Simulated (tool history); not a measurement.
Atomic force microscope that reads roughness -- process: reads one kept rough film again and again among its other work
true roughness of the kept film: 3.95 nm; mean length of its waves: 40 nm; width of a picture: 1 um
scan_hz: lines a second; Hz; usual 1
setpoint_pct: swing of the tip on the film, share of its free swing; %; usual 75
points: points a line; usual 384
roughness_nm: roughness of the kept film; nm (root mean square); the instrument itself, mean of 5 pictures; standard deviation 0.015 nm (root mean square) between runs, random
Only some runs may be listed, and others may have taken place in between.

run,hour,scan_hz,setpoint_pct,points,roughness_nm
1,0,1,75,384,3.604
2,28.4,1,75,384,3.571
3,42.1,1.35,75,384,3.547
4,64.6,1.35,75,384,3.535
5,80.9,1,75,384,3.567
6,103.1,1,62,384,3.635
7,126.9,1,62,384,3.615
8,147.3,1,75,384,3.534
9,172.1,2.53,75,384,3.352
10,186.8,2.53,75,384,3.347
11,201.8,1,64,384,3.543
12,226.8,1,75,518,3.534
13,251.8,0.59,75,696,3.56
# hour 269.1: new tip fitted
14,277.6,0.59,75,696,3.717
15,306.7,1.12,75,998,3.619
16,327.9,1.12,75,998,3.629
17,341.4,0.58,68,644,3.728
18,369.8,0.58,68,644,3.701
19,394.5,0.57,76,453,3.621
20,411.9,0.57,76,453,3.63

Predict the results of run 21:
21,431.1,0.57,76,453,?

{"run 21": {"roughness_nm": 3.626}}
With no hidden state in the tool, this same run would have given roughness_nm 3.67 nm (root mean square).
